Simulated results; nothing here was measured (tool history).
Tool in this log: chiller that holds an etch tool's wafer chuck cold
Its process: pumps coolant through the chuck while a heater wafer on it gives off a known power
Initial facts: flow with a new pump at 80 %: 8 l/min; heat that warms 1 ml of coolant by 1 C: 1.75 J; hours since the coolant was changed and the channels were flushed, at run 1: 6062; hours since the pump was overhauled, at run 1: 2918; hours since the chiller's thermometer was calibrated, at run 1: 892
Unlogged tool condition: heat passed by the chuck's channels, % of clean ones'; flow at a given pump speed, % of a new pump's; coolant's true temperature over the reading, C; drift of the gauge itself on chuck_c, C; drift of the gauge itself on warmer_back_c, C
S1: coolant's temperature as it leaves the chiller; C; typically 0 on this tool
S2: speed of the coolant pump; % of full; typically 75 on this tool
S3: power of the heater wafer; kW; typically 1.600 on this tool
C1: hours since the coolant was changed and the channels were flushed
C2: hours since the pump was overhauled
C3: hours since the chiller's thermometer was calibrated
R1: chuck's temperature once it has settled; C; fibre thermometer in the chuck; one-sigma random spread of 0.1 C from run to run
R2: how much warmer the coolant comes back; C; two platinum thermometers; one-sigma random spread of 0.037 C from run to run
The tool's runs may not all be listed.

run,hour,S1,S2,S3,C1,C2,C3,R1,R2
1,0.0,0,75,1.600,6062,2918,892,19.3,7.36
2,135.3,0,75,1.600,6198,3054,1027,19.2,7.33
3,356.1,0,75,1.600,6418,3274,1248,19.1,7.34
4,492.5,-9,75,1.600,6555,3411,1384,10.2,7.37
5,697.6,0,99,1.600,6760,3616,1589,15.2,5.31
6,866.6,0,99,1.600,6929,3785,1758,15.3,5.32
7,974.4,0,99,1.600,7037,3893,1866,15.4,5.31
8,1145.3,0,84,1.145,7208,4064,2037,12.5,4.53
# hour 1274.9: chiller's thermometer calibrated
9,1364.8,5,75,1.600,7426,4282,90,24.2,7.28
10,1480.9,5,75,1.600,7542,4398,206,24.2,7.21
11,1612.8,0,87,1.600,7674,4530,338,17.0,6.06
12,1806.3,0,87,1.600,7868,4724,531,17.0,6.08

Run 13 is up next; what results do you expect?
13,2009.8,0,66,1.600,8071,4927,735,?,?

R1: 21.2 C
R2: 8.29 C
Without the tool's hidden state the same run would have given R1 21.2 C, R2 8.50 C.
